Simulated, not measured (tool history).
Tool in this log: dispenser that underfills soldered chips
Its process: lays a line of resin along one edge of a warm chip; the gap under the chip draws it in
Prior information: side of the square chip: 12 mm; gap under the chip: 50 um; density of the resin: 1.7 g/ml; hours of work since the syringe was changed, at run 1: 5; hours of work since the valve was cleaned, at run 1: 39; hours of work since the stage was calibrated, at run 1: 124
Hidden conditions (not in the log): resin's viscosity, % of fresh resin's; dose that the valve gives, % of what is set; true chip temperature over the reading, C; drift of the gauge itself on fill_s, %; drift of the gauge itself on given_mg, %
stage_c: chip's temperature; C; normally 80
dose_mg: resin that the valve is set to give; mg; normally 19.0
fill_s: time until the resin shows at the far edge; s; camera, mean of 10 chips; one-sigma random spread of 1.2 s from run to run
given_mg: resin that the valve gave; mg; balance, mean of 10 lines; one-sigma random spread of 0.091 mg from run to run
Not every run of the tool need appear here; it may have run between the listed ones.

run,hour,stage_c,dose_mg,hours of work since the syringe was changed,hours of work since the valve was cleaned,hours of work since the stage was calibrated,fill_s,given_mg
1,0.0,80,19.0,5,39,124,191.7,18.68
2,9.6,80,19.0,11,45,130,320.9,18.74
# hour 11.7: new syringe of resin
3,19.8,80,19.0,5,51,137,192.8,18.51
# hour 30.6: new syringe of resin
4,33.4,80,18.0,2,59,145,145.1,17.48
5,48.1,80,18.0,11,68,154,339.9,17.44
# hour 49.6: new syringe of resin
6,55.9,80,18.0,4,73,159,175.6,17.40
7,65.2,80,19.0,10,79,165,295.5,18.28
# hour 69.5: new syringe of resin
8,82.6,72,19.0,8,90,175,329.4,18.17
# hour 88.6: new syringe of resin
9,90.7,72,19.0,1,95,180,181.9,18.10
# hour 108.0: new syringe of resin
10,108.0,80,21.4,0,105,191,123.6,20.38
11,119.1,80,17.2,7,112,198,238.2,16.30
# hour 127.1: new syringe of resin
12,127.6,80,17.2,0,117,203,130.5,16.12
13,142.3,80,17.2,10,126,212,302.9,16.23
# hour 146.4: new syringe of resin
# hour 147.4: dispensing valve cleaned and set on the balance
14,153.4,92,19.0,4,4,218,123.7,18.96
# hour 165.8: new syringe of resin
15,166.9,76,19.0,1,12,227,152.1,18.96
16,179.0,76,19.0,8,20,234,292.9,18.81
# hour 185.1: new syringe of resin
17,192.3,89,19.0,5,28,242,147.5,18.86
# hour 203.7: new syringe of resin
18,209.5,89,19.0,4,38,253,132.6,18.81
# hour 223.4: new syringe of resin
19,223.9,87,16.5,0,47,262,109.5,16.16
# hour 241.8: new syringe of resin
20,242.1,87,16.5,0,58,273,105.2,15.88
21,252.0,67,17.9,6,65,279,336.3,17.34
# hour 260.7: new syringe of resin
22,263.6,67,17.9,2,72,286,230.9,17.14
23,275.4,71,16.2,9,79,294,403.5,15.53
# hour 279.8: new syringe of resin
24,289.9,84,16.2,6,88,302,202.9,15.56
# hour 298.4: new syringe of resin
25,303.3,84,16.2,3,96,311,153.5,15.72
# hour 316.8: new syringe of resin
26,317.8,88,19.0,1,105,319,106.1,18.21
27,332.8,79,18.9,10,114,329,322.9,18.00
# hour 336.8: new syringe of resin
28,344.7,78,19.1,5,122,336,214.5,18.10
# hour 355.6: new syringe of resin
29,355.6,80,19.7,0,128,343,127.1,18.63
# hour 357.6: dispensing valve cleaned and set on the balance
30,364.6,65,21.4,5,4,348,320.5,21.39
# hour 376.1: new syringe of resin
31,380.2,65,21.4,3,14,357,254.2,21.35
# hour 395.5: new syringe of resin
32,397.6,81,20.2,1,25,368,139.8,20.07
33,406.1,78,17.8,7,30,373,252.9,17.57
# hour 414.2: new syringe of resin
34,420.2,78,17.8,4,39,382,191.0,17.44
# hour 433.4: new syringe of resin
35,436.3,80,18.5,2,49,392,151.0,18.11

3 ways to go on from here, each from the tool as it stands after run 35. What would each give?
# hour 452.9: new syringe of resin
A,453.8,71,16.4,1,59,403,?,?
# hour 452.9: new syringe of resin
B,453.8,86,24.0,1,59,403,?,?
# hour 452.9: new syringe of resin
C,453.8,78,24.3,1,59,403,?,?

run,fill_s,given_mg
A,186.3,15.89
B,111.6,23.31
C,144.3,23.70
Without the tool's unlogged condition, the same runs would have read:
run,fill_s,given_mg
A,160.0,16.33
B,97.0,23.94
C,125.1,24.35
